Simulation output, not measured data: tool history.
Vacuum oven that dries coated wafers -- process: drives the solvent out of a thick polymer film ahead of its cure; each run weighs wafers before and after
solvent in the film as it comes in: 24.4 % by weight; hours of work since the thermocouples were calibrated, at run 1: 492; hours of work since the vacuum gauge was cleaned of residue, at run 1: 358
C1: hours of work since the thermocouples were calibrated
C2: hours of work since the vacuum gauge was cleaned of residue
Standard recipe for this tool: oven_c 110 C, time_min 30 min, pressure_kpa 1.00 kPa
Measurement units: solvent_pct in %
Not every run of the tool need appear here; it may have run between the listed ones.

Run 1, hour 0.0: usual settings; C1 492; C2 358. Result: solvent_pct 1.66 %.
Run 2, hour 11.2: usual settings; C1 498; C2 364. Result: solvent_pct 1.69 %.
Run 3, hour 21.8: usual settings but oven_c 122 C; C1 503; C2 369. Result: solvent_pct 0.62 %.
Run 4, hour 38.9: usual settings; C1 511; C2 377. Result: solvent_pct 1.51 %.
Run 5, hour 51.9: usual settings; C1 517; C2 383. Result: solvent_pct 1.65 %.
Run 6, hour 66.9: usual settings but pressure_kpa 0.85 kPa; C1 524; C2 390. Result: solvent_pct 1.57 %.
Run 7, hour 75.6: usual settings but pressure_kpa 0.85 kPa; C1 528; C2 394. Result: solvent_pct 1.59 %.
Run 8, hour 86.3: usual settings but pressure_kpa 0.85 kPa; C1 533; C2 399. Result: solvent_pct 1.48 %.
Run 9, hour 105.9: usual settings but pressure_kpa 0.85 kPa; C1 542; C2 408. Result: solvent_pct 1.55 %.
Run 10, hour 119.8: usual settings but pressure_kpa 0.85 kPa; C1 548; C2 414. Result: solvent_pct 1.50 %.
Run 11, hour 135.2: usual settings but pressure_kpa 0.85 kPa; C1 556; C2 422. Result: solvent_pct 1.59 %.
Run 12, hour 149.0: usual settings but time_min 38 min; C1 562; C2 428. Result: solvent_pct 1.22 %.
Run 13, hour 170.1: usual settings but time_min 38 min, pressure_kpa 1.58 kPa; C1 572; C2 438. Result: solvent_pct 1.63 %.
Run 14, hour 184.3: usual settings but oven_c 118 C, time_min 38 min, pressure_kpa 2.44 kPa; C1 579; C2 445. Result: solvent_pct 1.55 %.
Run 15, hour 204.1: usual settings but oven_c 101 C, pressure_kpa 0.91 kPa; C1 588; C2 454. Result: solvent_pct 3.78 %.
Run 16, hour 214.4: usual settings but oven_c 125 C, time_min 48 min; C1 593; C2 459. Result: solvent_pct 0.47 %.
Run 17, hour 234.0: usual settings but oven_c 125 C, time_min 48 min; C1 602; C2 468. Result: solvent_pct 0.65 %.
Run 18, hour 249.6: usual settings but oven_c 109 C, time_min 36 min, pressure_kpa 2.34 kPa; C1 609; C2 475. Result: solvent_pct 2.41 %.
Run 19, hour 267.5: usual settings but oven_c 109 C, time_min 36 min, pressure_kpa 2.34 kPa; C1 618; C2 484. Result: solvent_pct 2.50 %.
Run 20, hour 288.5: usual settings but oven_c 109 C, time_min 36 min, pressure_kpa 2.34 kPa; C1 627; C2 493. Result: solvent_pct 2.47 %.
Run 21, hour 306.4: usual settings but oven_c 104 C, pressure_kpa 0.52 kPa; C1 636; C2 502. Result: solvent_pct 2.64 %.
Run 22, hour 325.7: usual settings but oven_c 104 C, pressure_kpa 0.52 kPa; C1 645; C2 511. Result: solvent_pct 2.69 %.
Run 23, hour 338.4: usual settings but oven_c 104 C, pressure_kpa 0.52 kPa; C1 651; C2 517. Result: solvent_pct 2.63 %.
Run 24, hour 355.4: usual settings but oven_c 113 C, time_min 28 min, pressure_kpa 1.79 kPa; C1 659; C2 525. Result: solvent_pct 1.94 %.
Run 25, hour 366.8: usual settings but oven_c 98 C, time_min 51 min, pressure_kpa 1.79 kPa; C1 664; C2 530. Result: solvent_pct 3.49 %.
Run 26, hour 383.7: usual settings but oven_c 99 C, time_min 29 min, pressure_kpa 0.86 kPa; C1 672; C2 538. Result: solvent_pct 4.71 %.

Each row is a separate what-if for the run after 26, all from the same tool condition, not one after another. Results?
Run A, hour 405.2: usual settings but oven_c 123 C, time_min 16 min; C1 682; C2 548. Result: solvent_pct ?.
Run B, hour 405.2: usual settings but oven_c 95 C, time_min 32 min, pressure_kpa 1.06 kPa; C1 682; C2 548. Result: solvent_pct ?.
Run C, hour 405.2: usual settings but time_min 18 min, pressure_kpa 3.64 kPa; C1 682; C2 548. Result: solvent_pct ?.
Run D, hour 405.2: usual settings but oven_c 99 C, time_min 18 min, pressure_kpa 0.53 kPa; C1 682; C2 548. Result: solvent_pct ?.
Run E, hour 405.2: usual settings but oven_c 119 C, time_min 20 min, pressure_kpa 1.42 kPa; C1 682; C2 548. Result: solvent_pct ?.

run  solvent_pct
  A         1.32
  B         5.87
  C         5.57
  D         7.58
  E         1.61
With no hidden state in the tool, these same runs would have given:
run  solvent_pct
  A         1.05
  B         5.13
  C         4.99
  D         6.88
  E         1.32

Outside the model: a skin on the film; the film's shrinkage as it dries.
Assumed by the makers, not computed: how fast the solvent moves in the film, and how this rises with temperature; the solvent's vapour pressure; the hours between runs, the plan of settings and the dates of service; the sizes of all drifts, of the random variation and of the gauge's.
